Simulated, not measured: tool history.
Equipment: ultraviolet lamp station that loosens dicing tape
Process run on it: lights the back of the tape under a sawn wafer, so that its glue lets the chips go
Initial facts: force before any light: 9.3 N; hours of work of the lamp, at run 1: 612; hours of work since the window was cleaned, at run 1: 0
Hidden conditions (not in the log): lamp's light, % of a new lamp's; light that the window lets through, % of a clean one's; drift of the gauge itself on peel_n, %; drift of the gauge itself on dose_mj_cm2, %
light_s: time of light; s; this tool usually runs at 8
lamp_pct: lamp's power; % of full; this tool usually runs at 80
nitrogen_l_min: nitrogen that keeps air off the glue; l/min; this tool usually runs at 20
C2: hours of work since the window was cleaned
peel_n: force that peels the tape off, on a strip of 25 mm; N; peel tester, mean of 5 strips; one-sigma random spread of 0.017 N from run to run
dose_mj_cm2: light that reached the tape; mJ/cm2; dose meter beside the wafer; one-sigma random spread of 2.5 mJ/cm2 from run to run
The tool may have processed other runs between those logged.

run 1 hour=0 | light_s=8 lamp_pct=80 nitrogen_l_min=20 | hours_of_work_of_the_lamp=612 C2=0 | peel_n=1.405 dose_mj_cm2=221
run 2 hour=38.5 | light_s=8 lamp_pct=80 nitrogen_l_min=8 | hours_of_work_of_the_lamp=631 C2=19 | peel_n=2.122 dose_mj_cm2=214
run 3 hour=71.9 | light_s=8 lamp_pct=80 nitrogen_l_min=8 | hours_of_work_of_the_lamp=647 C2=35 | peel_n=2.161 dose_mj_cm2=215
run 4 hour=121.8 | light_s=8 lamp_pct=80 nitrogen_l_min=8 | hours_of_work_of_the_lamp=671 C2=60 | peel_n=2.168 dose_mj_cm2=216
run 5 hour=157.7 | light_s=8 lamp_pct=80 nitrogen_l_min=20 | hours_of_work_of_the_lamp=689 C2=77 | peel_n=1.483 dose_mj_cm2=209
run 6 hour=181.9 | light_s=5 lamp_pct=80 nitrogen_l_min=20 | hours_of_work_of_the_lamp=701 C2=89 | peel_n=3.061 dose_mj_cm2=130
run 7 hour=221.6 | light_s=5 lamp_pct=80 nitrogen_l_min=20 | hours_of_work_of_the_lamp=720 C2=108 | peel_n=2.979 dose_mj_cm2=128
run 8 hour=251.3 | light_s=8 lamp_pct=64 nitrogen_l_min=20 | hours_of_work_of_the_lamp=735 C2=123 | peel_n=2.286 dose_mj_cm2=164
run 9 hour=298.7 | light_s=8 lamp_pct=71 nitrogen_l_min=20 | hours_of_work_of_the_lamp=758 C2=146 | peel_n=2.003 dose_mj_cm2=176
run 10 hour=335 | light_s=8 lamp_pct=62 nitrogen_l_min=20 | hours_of_work_of_the_lamp=775 C2=164 | peel_n=2.433 dose_mj_cm2=155
run 11 hour=384.8 | light_s=6 lamp_pct=80 nitrogen_l_min=20 | hours_of_work_of_the_lamp=800 C2=188 | peel_n=2.663 dose_mj_cm2=143
-- hour=394.6 lamp changed
run 12 hour=415.7 | light_s=8 lamp_pct=80 nitrogen_l_min=20 | hours_of_work_of_the_lamp=10 C2=203 | peel_n=0.928 dose_mj_cm2=275
run 13 hour=471.9 | light_s=8 lamp_pct=80 nitrogen_l_min=9 | hours_of_work_of_the_lamp=38 C2=230 | peel_n=1.458 dose_mj_cm2=269
run 14 hour=510 | light_s=8 lamp_pct=80 nitrogen_l_min=20 | hours_of_work_of_the_lamp=56 C2=249 | peel_n=0.984 dose_mj_cm2=266
run 15 hour=557.6 | light_s=8 lamp_pct=80 nitrogen_l_min=20 | hours_of_work_of_the_lamp=80 C2=272 | peel_n=0.991 dose_mj_cm2=259
run 16 hour=606.6 | light_s=8 lamp_pct=62 nitrogen_l_min=20 | hours_of_work_of_the_lamp=104 C2=296 | peel_n=1.707 dose_mj_cm2=201
run 17 hour=654.1 | light_s=8 lamp_pct=62 nitrogen_l_min=20 | hours_of_work_of_the_lamp=127 C2=319 | peel_n=1.723 dose_mj_cm2=196
run 18 hour=690.2 | light_s=8 lamp_pct=62 nitrogen_l_min=8 | hours_of_work_of_the_lamp=144 C2=337 | peel_n=2.604 dose_mj_cm2=194
run 19 hour=742.9 | light_s=8 lamp_pct=62 nitrogen_l_min=8 | hours_of_work_of_the_lamp=170 C2=363 | peel_n=2.573 dose_mj_cm2=192
run 20 hour=792.5 | light_s=8 lamp_pct=62 nitrogen_l_min=8 | hours_of_work_of_the_lamp=194 C2=387 | peel_n=2.533 dose_mj_cm2=188
run 21 hour=844 | light_s=8 lamp_pct=62 nitrogen_l_min=8 | hours_of_work_of_the_lamp=220 C2=412 | peel_n=2.636 dose_mj_cm2=184
run 22 hour=866.6 | light_s=10 lamp_pct=99 nitrogen_l_min=11 | hours_of_work_of_the_lamp=231 C2=423 | peel_n=0.644 dose_mj_cm2=360
run 23 hour=919.2 | light_s=10 lamp_pct=99 nitrogen_l_min=11 | hours_of_work_of_the_lamp=256 C2=449 | peel_n=0.666 dose_mj_cm2=357
-- hour=934.9 window cleaned of glue's vapour
run 24 hour=961.2 | light_s=10 lamp_pct=99 nitrogen_l_min=11 | hours_of_work_of_the_lamp=277 C2=13 | peel_n=0.543 dose_mj_cm2=390
run 25 hour=986.6 | light_s=10 lamp_pct=99 nitrogen_l_min=11 | hours_of_work_of_the_lamp=289 C2=25 | peel_n=0.559 dose_mj_cm2=390

Expected results for the next run?
run 26 hour=1033.6 | light_s=10 lamp_pct=99 nitrogen_l_min=25 | hours_of_work_of_the_lamp=312 C2=48 | peel_n=? dose_mj_cm2=?

Logged for run 26: peel_n 0.339 N, dose_mj_cm2 380 mJ/cm2.
The same run, on a tool lacking any hidden state, would have yielded peel_n 0.228 N, dose_mj_cm2 437 mJ/cm2.
